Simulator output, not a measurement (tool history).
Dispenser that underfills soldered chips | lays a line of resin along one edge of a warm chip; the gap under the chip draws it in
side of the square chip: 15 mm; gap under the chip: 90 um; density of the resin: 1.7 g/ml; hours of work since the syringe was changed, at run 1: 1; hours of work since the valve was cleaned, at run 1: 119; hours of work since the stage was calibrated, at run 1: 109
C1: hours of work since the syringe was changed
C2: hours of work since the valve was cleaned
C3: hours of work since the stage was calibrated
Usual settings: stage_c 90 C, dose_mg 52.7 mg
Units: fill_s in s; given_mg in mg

run 1 day=0 | stage_c=90 dose_mg=52.7 | C1=1 C2=119 C3=109 | fill_s=53 given_mg=48.59
run 2 day=0.183 | stage_c=90 dose_mg=52.7 | C1=5 C2=122 C3=112 | fill_s=60.2 given_mg=48.4
-- day=0.329 new syringe of resin
run 3 day=0.392 | stage_c=90 dose_mg=52.7 | C1=1 C2=126 C3=116 | fill_s=53.1 given_mg=48.37
run 4 day=0.546 | stage_c=90 dose_mg=55.7 | C1=4 C2=128 C3=119 | fill_s=59.1 given_mg=50.76
run 5 day=0.633 | stage_c=90 dose_mg=52.7 | C1=6 C2=130 C3=120 | fill_s=64.4 given_mg=48.72
-- day=0.738 new syringe of resin
run 6 day=0.829 | stage_c=102 dose_mg=52.7 | C1=2 C2=133 C3=124 | fill_s=35.3 given_mg=48.49
run 7 day=0.95 | stage_c=102 dose_mg=52.7 | C1=4 C2=136 C3=126 | fill_s=38.9 given_mg=48.39
-- day=1.142 new syringe of resin
run 8 day=1.142 | stage_c=102 dose_mg=52.7 | C1=0 C2=139 C3=129 | fill_s=33.3 given_mg=47.99
run 9 day=1.267 | stage_c=102 dose_mg=51.9 | C1=2 C2=141 C3=131 | fill_s=37 given_mg=47.31
-- day=1.358 dispensing valve cleaned and set on the balance
run 10 day=1.458 | stage_c=102 dose_mg=51.9 | C1=5 C2=2 C3=134 | fill_s=40.2 given_mg=51.41
-- day=1.583 new syringe of resin
run 11 day=1.642 | stage_c=102 dose_mg=51.9 | C1=1 C2=5 C3=137 | fill_s=34.6 given_mg=51.39
run 12 day=1.812 | stage_c=102 dose_mg=54.3 | C1=4 C2=8 C3=140 | fill_s=37.7 given_mg=54.42
run 13 day=1.896 | stage_c=78 dose_mg=52.7 | C1=6 C2=10 C3=142 | fill_s=95.5 given_mg=52.65
-- day=1.992 new syringe of resin
run 14 day=2.033 | stage_c=78 dose_mg=52.7 | C1=1 C2=12 C3=144 | fill_s=79.4 given_mg=51.94
run 15 day=2.125 | stage_c=90 dose_mg=52.7 | C1=3 C2=14 C3=146 | fill_s=56 given_mg=52.11
run 16 day=2.3 | stage_c=90 dose_mg=66.8 | C1=6 C2=17 C3=149 | fill_s=62.9 given_mg=66.21
-- day=2.396 new syringe of resin
run 17 day=2.396 | stage_c=90 dose_mg=66.8 | C1=0 C2=18 C3=151 | fill_s=49.2 given_mg=66.05
run 18 day=2.521 | stage_c=90 dose_mg=50.1 | C1=2 C2=21 C3=153 | fill_s=55.5 given_mg=49.19
run 19 day=2.617 | stage_c=90 dose_mg=50.1 | C1=4 C2=22 C3=155 | fill_s=58.7 given_mg=49.52
run 20 day=2.767 | stage_c=97 dose_mg=47.8 | C1=7 C2=25 C3=158 | fill_s=53.5 given_mg=46.66
-- day=2.8 new syringe of resin
run 21 day=2.958 | stage_c=103 dose_mg=52.7 | C1=3 C2=29 C3=161 | fill_s=35.5 given_mg=51.86
run 22 day=3.138 | stage_c=80 dose_mg=67 | C1=6 C2=32 C3=164 | fill_s=90.8 given_mg=64.9
-- day=3.204 new syringe of resin
run 23 day=3.321 | stage_c=85 dose_mg=52.7 | C1=2 C2=35 C3=167 | fill_s=65.2 given_mg=51.45
run 24 day=3.429 | stage_c=87 dose_mg=65.6 | C1=4 C2=37 C3=169 | fill_s=64.8 given_mg=63.9
run 25 day=3.538 | stage_c=103 dose_mg=45.6 | C1=6 C2=39 C3=171 | fill_s=42.1 given_mg=44.43
-- day=3.604 new syringe of resin
run 26 day=3.679 | stage_c=81 dose_mg=52.7 | C1=1 C2=41 C3=174 | fill_s=72 given_mg=51.09

Run 27 comes next. What will it give?
run 27 day=3.788 | stage_c=100 dose_mg=58.8 | C1=3 C2=43 C3=176 | fill_s=? given_mg=?

fill_s: 39.6 s
given_mg: 57.66 mg
Without the tool's hidden state the same run would have given fill_s 34.1 s, given_mg 59.29 mg.
